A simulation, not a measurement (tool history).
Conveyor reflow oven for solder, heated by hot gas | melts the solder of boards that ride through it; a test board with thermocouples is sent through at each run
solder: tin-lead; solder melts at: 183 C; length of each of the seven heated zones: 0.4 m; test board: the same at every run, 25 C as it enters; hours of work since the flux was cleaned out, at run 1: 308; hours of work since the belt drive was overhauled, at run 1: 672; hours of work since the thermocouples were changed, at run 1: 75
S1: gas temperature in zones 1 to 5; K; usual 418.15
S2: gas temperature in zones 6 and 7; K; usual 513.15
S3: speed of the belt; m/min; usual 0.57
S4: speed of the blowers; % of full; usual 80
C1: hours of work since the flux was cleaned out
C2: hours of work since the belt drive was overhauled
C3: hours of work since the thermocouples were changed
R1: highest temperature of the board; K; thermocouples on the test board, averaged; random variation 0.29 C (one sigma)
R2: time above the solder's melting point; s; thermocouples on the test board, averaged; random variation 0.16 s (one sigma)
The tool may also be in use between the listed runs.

run	hour	S1	S2	S3	S4	C1	C2	C3	R1	R2
1	0	418.15	513.15	0.57	80	308	672	75	499.55	73.1
2	33.5	418.15	513.15	0.57	80	332	696	99	498.65	73
# hour 57.1: flux residue cleaned out of gas plates and filters
3	80.7	418.15	513.15	0.57	80	17	726	128	499.85	74
# hour 118.8: belt drive overhauled, speed set with a stopwatch
4	159.4	418.15	513.15	0.57	80	69	29	181	499.65	73.1
5	202	418.15	513.15	0.57	72	99	59	211	497.95	71.8
6	270.8	418.15	513.15	0.57	72	148	107	260	497.95	71.7
7	319.1	418.15	513.15	0.57	80	182	141	294	498.85	72.8
8	387.9	418.15	513.15	0.57	80	231	190	342	498.45	72.5
9	429.2	418.15	513.15	0.589	80	260	219	371	497.75	69.3
10	469.5	418.15	513.15	0.589	80	288	248	400	496.65	69.3
11	505.3	418.15	513.15	0.589	80	313	273	425	496.85	68.8
# hour 551.5: flux residue cleaned out of gas plates and filters
12	578.2	418.15	513.15	0.57	80	19	321	473	499.65	73.6
13	654.4	418.15	513.15	0.57	80	73	374	527	500.15	73.4
14	702.7	418.15	523.15	0.478	88	107	409	561	514.05	96.2
15	736.2	409.15	507.15	0.499	83	130	432	585	495.95	78.5
16	807	414.15	519.15	0.636	68	180	482	635	496.85	62
# hour 820.7: thermocouples of zones 6 and 7 changed
17	861.5	410.15	513.15	0.593	80	217	519	29	497.25	66
18	923.7	410.15	513.15	0.613	89	261	563	73	497.85	63.6
19	982.5	418.15	513.15	0.57	70	303	605	114	496.65	71.8
20	1015.5	418.15	513.15	0.57	70	326	628	137	496.65	71.1
# hour 1043.9: flux residue cleaned out of gas plates and filters
21	1071	433.15	508.15	0.675	68	19	663	173	490.65	62.6
22	1140	418.15	513.15	0.57	87	68	712	222	500.55	74.6
# hour 1200.2: belt drive overhauled, speed set with a stopwatch
23	1221.5	418.15	512.15	0.631	80	123	15	276	495.75	63.1
24	1279.1	418.15	512.15	0.631	80	163	56	317	494.95	62.7

Forecast each of these 4 alternatives for the next run:
A	1348.8	427.15	513.15	0.597	80	212	105	366	?	?
B	1348.8	418.15	513.15	0.558	80	212	105	366	?	?
C	1348.8	405.15	514.15	0.57	80	212	105	366	?	?
D	1348.8	418.15	512.15	0.631	60	212	105	366	?	?

run	R1	R2
A	498.35	73
B	498.95	74.7
C	497.05	66.7
D	489.85	58.1
Without the tool's hidden state the same runs would have given:
run	R1	R2
A	500.55	74.2
B	501.25	76
C	499.55	68.5
D	492.15	59.9
